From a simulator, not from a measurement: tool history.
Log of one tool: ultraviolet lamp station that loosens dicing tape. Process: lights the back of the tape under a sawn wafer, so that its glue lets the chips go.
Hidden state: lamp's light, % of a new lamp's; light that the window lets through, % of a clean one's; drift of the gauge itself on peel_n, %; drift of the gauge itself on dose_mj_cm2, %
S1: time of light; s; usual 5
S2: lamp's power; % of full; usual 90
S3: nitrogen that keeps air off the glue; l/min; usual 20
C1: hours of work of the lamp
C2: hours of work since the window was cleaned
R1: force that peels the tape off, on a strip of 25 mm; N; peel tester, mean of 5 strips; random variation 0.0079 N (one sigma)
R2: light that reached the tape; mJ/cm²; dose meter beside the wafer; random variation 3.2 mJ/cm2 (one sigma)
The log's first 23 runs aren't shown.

run 24 day=11.221 | S1=9 S2=90 S3=20 | C1=399 C2=318 | R1=0.149 R2=914
-- day=11.304 window cleaned of glue's vapour
run 25 day=11.621 | S1=2 S2=73 S3=32 | C1=405 C2=5 | R1=1.271 R2=164
run 26 day=12.154 | S1=2 S2=73 S3=32 | C1=414 C2=14 | R1=1.220 R2=165
run 27 day=12.488 | S1=2 S2=81 S3=21 | C1=419 C2=19 | R1=1.253 R2=182
run 28 day=13.083 | S1=2 S2=81 S3=13 | C1=429 C2=29 | R1=1.296 R2=184
run 29 day=13.375 | S1=3 S2=62 S3=13 | C1=434 C2=34 | R1=1.182 R2=208
run 30 day=13.796 | S1=3 S2=62 S3=13 | C1=441 C2=40 | R1=1.160 R2=206
run 31 day=14.342 | S1=3 S2=62 S3=13 | C1=449 C2=49 | R1=1.192 R2=207
run 32 day=14.783 | S1=9 S2=90 S3=9 | C1=457 C2=57 | R1=0.171 R2=909
run 33 day=15.146 | S1=9 S2=86 S3=9 | C1=463 C2=62 | R1=0.177 R2=862
run 34 day=15.783 | S1=4 S2=90 S3=13 | C1=473 C2=73 | R1=0.522 R2=412
run 35 day=16.392 | S1=10 S2=77 S3=35 | C1=483 C2=83 | R1=0.135 R2=863
run 36 day=16.888 | S1=3 S2=80 S3=6 | C1=491 C2=91 | R1=1.132 R2=268
run 37 day=17.454 | S1=3 S2=80 S3=6 | C1=500 C2=100 | R1=1.156 R2=272
run 38 day=17.808 | S1=8 S2=80 S3=14 | C1=506 C2=106 | R1=0.200 R2=717
run 39 day=18.404 | S1=8 S2=80 S3=14 | C1=515 C2=115 | R1=0.209 R2=717
run 40 day=18.962 | S1=4 S2=82 S3=20 | C1=524 C2=124 | R1=0.510 R2=373
run 41 day=19.492 | S1=4 S2=82 S3=20 | C1=533 C2=133 | R1=0.501 R2=368
run 42 day=20.050 | S1=8 S2=82 S3=20 | C1=542 C2=142 | R1=0.191 R2=733
run 43 day=20.392 | S1=8 S2=82 S3=20 | C1=548 C2=148 | R1=0.172 R2=745

Forecast each of these 4 alternatives for the next run:
run A day=20.779 | S1=3 S2=81 S3=9 | C1=554 C2=154 | R1=? R2=?
run B day=20.779 | S1=2 S2=99 S3=8 | C1=554 C2=154 | R1=? R2=?
run C day=20.779 | S1=8 S2=69 S3=7 | C1=554 C2=154 | R1=? R2=?
run D day=20.779 | S1=2 S2=82 S3=31 | C1=554 C2=154 | R1=? R2=?

run=A R1=0.970 R2=273
run=B R1=1.249 R2=220
run=C R1=0.344 R2=625
run=D R1=1.101 R2=183
Without the tool's hidden state the same runs would have given:
run=A R1=0.968 R2=273
run=B R1=1.247 R2=220
run=C R1=0.343 R2=626
run=D R1=1.099 R2=184

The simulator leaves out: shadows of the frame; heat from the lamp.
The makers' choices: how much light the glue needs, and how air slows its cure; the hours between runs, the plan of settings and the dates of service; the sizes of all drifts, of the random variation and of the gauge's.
